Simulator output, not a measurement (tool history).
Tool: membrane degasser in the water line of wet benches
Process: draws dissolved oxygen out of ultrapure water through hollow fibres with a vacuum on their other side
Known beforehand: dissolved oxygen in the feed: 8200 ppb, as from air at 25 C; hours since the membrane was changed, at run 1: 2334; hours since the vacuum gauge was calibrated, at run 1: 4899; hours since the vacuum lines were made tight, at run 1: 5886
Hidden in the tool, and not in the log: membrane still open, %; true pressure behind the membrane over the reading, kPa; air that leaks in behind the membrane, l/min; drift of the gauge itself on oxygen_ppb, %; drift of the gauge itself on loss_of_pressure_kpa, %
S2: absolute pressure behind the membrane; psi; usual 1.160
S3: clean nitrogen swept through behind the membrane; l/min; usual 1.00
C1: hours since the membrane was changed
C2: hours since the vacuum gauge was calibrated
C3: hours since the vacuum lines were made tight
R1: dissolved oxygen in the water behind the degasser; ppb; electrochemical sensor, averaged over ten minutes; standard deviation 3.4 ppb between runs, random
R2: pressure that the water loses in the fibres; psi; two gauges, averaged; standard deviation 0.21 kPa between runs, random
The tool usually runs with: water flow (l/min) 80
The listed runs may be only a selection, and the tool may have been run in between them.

Run 1, day 0.000: usual settings; C1 2334; C2 4899; C3 5886. Result: R1 633.8 ppb, R2 7.388 psi.
Run 2, day 4.079: usual settings; C1 2431; C2 4997; C3 5984. Result: R1 637.2 ppb, R2 7.509 psi.
Run 3, day 9.392: usual settings; C1 2559; C2 5125; C3 6111. Result: R1 634.3 ppb, R2 7.500 psi.
Run 4, day 13.742: usual settings but water flow (l/min) 55; C1 2663; C2 5229; C3 6216. Result: R1 485.2 ppb, R2 5.165 psi.
Run 5, day 17.246: usual settings but S2 1.463 psi; C1 2747; C2 5313; C3 6300. Result: R1 880.9 ppb, R2 7.480 psi.
Run 6, day 20.596: usual settings but S2 1.463 psi; C1 2828; C2 5393; C3 6380. Result: R1 885.0 ppb, R2 7.493 psi.
Run 7, day 25.446: usual settings but water flow (l/min) 94; C1 2944; C2 5510; C3 6497. Result: R1 704.9 ppb, R2 8.785 psi.
Run 8, day 30.162: usual settings but water flow (l/min) 94; C1 3057; C2 5623; C3 6610. Result: R1 715.3 ppb, R2 8.879 psi.
At day 33.721: seals of the vacuum lines changed.
Run 9, day 36.338: usual settings but water flow (l/min) 94; C1 3204; C2 5769; C3 63. Result: R1 710.6 ppb, R2 8.863 psi.
Run 10, day 40.217: usual settings but water flow (l/min) 100, S2 1.102 psi, S3 1.89 l/min; C1 3297; C2 5862; C3 156. Result: R1 458.9 ppb, R2 9.388 psi.
Run 11, day 43.229: usual settings but water flow (l/min) 94, S2 1.317 psi, S3 0.88 l/min; C1 3369; C2 5935; C3 228. Result: R1 921.1 ppb, R2 8.918 psi.
Run 12, day 47.733: usual settings but water flow (l/min) 105, S2 0.775 psi; C1 3477; C2 6043; C3 336. Result: R1 379.1 ppb, R2 9.822 psi.

The next listed run, before its measurement:
Run 13, day 51.800: usual settings but water flow (l/min) 105, S2 2.241 psi; C1 3575; C2 6140; C3 434. Result: R1 ?, R2 ?.

Run 13 yielded R1 1724.9 ppb, R2 9.897 psi.
Were there no unlogged condition in the tool, this run, its random variation unchanged, would have produced R1 1703.2 ppb, R2 9.646 psi.
